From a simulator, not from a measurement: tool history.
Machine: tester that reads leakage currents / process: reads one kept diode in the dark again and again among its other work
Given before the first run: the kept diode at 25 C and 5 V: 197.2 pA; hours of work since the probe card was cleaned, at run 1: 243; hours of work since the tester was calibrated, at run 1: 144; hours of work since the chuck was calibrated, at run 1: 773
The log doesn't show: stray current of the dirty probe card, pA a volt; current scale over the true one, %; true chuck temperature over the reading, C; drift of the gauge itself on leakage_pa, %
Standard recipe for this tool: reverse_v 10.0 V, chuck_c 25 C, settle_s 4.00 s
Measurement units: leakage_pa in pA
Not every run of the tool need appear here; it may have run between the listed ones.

run     day  reverse_v  chuck_c  settle_s  hours of work since the probe card was cleaned  hours of work since the tester was calibrated  hours of work since the chuck was calibrated  leakage_pa
  1   0.000       10.0       25      4.00                                             243                                            144                                           773      308.56
  2   1.588       10.0       25      4.00                                             260                                            162                                           791      310.43
  3   4.246       10.0       25      0.32                                             290                                            191                                           821      317.70
  4   6.938        7.3       25      4.00                                             320                                            221                                           851      277.15
  5   9.292        7.3       25      4.00                                             347                                            248                                           877      279.64
  6  12.433        7.3       25      4.00                                             382                                            283                                           912      280.80
  7  14.025        7.3       25      4.00                                             399                                            301                                           930      281.85
     15.425  -- chuck's temperature calibrated
  8  16.712        7.3       25      4.00                                             429                                            330                                            14      232.29
  9  18.950        7.3       25      4.00                                             454                                            355                                            39      234.51
 10  21.488        7.3       25      0.62                                             482                                            383                                            68      237.07
 11  23.550        7.3       25      3.78                                             505                                            406                                            91      235.59
 12  25.146       10.0       25      4.00                                             523                                            424                                           109      272.14
 13  26.750       10.0       25      4.00                                             541                                            442                                           127      270.04
 14  28.633       10.0       25      4.00                                             562                                            463                                           148      272.37
 15  31.471       10.0       25      4.00                                             594                                            495                                           179      274.53
 16  33.562       10.0       25      4.00                                             617                                            518                                           203      274.84
 17  36.779       10.0       23      4.00                                             653                                            554                                           239      228.42
 18  39.038       10.0       25      1.48                                             678                                            579                                           264      278.72
 19  41.225       10.0       25      1.48                                             703                                            604                                           288      279.36
 20  44.171       10.0       54      4.00                                             736                                            637                                           321     3587.53
 21  45.842        5.1       43      1.45                                             754                                            656                                           340     1099.42
 22  47.667        4.1       38      0.97                                             775                                            676                                           361      653.42
 23  50.567        4.1       38      0.97                                             807                                            708                                           393      657.78
 24  52.812        4.1       38      0.97                                             832                                            733                                           418      662.00
 25  55.083        8.1       33      1.36                                             858                                            759                                           443      557.17
 26  57.754        1.5       36      4.00                                             888                                            789                                           473      373.88
 27  59.646        1.5       41      0.76                                             909                                            810                                           494      583.61
 28  62.271        1.5       41      0.76                                             938                                            839                                           524      587.63
 29  64.075        2.1       25      4.00                                             958                                            859                                           544      156.70
 30  66.221        2.1       25      4.00                                             982                                            883                                           568      157.72
 31  67.854        2.1       25      4.00                                            1001                                            902                                           586      158.62
 32  69.804        3.4       33      4.65                                            1022                                            924                                           608      406.78
 33  72.504        2.8       33      4.65                                            1052                                            954                                           638      376.75
 34  74.112        4.3       35      1.09                                            1070                                            972                                           656      539.56
 35  76.638       10.0       22      4.00                                            1099                                           1000                                           685      228.47
 36  78.112        1.1       22      0.56                                            1115                                           1016                                           701       93.54
 37  80.442        1.1       22      0.43                                            1141                                           1042                                           727       93.73
 38  83.550        1.5       22      4.00                                            1176                                           1077                                           762      107.59
 39  86.533        4.2       39      0.37                                            1209                                           1111                                           795      782.31

What if the next run were any one of these 3? Each begins from the tool's condition after run 39:
  A  87.954       10.0       24      6.69                                            1225                                           1127                                           811           ?
  B  87.954        2.6       22      0.77                                            1225                                           1127                                           811           ?
  C  87.954       10.0       32      4.00                                            1225                                           1127                                           811           ?

run  leakage_pa
  A      282.95
  B      136.47
  C      596.84
With no hidden state in the tool, these same runs would have given:
run  leakage_pa
  A      236.43
  B      114.28
  C      505.27

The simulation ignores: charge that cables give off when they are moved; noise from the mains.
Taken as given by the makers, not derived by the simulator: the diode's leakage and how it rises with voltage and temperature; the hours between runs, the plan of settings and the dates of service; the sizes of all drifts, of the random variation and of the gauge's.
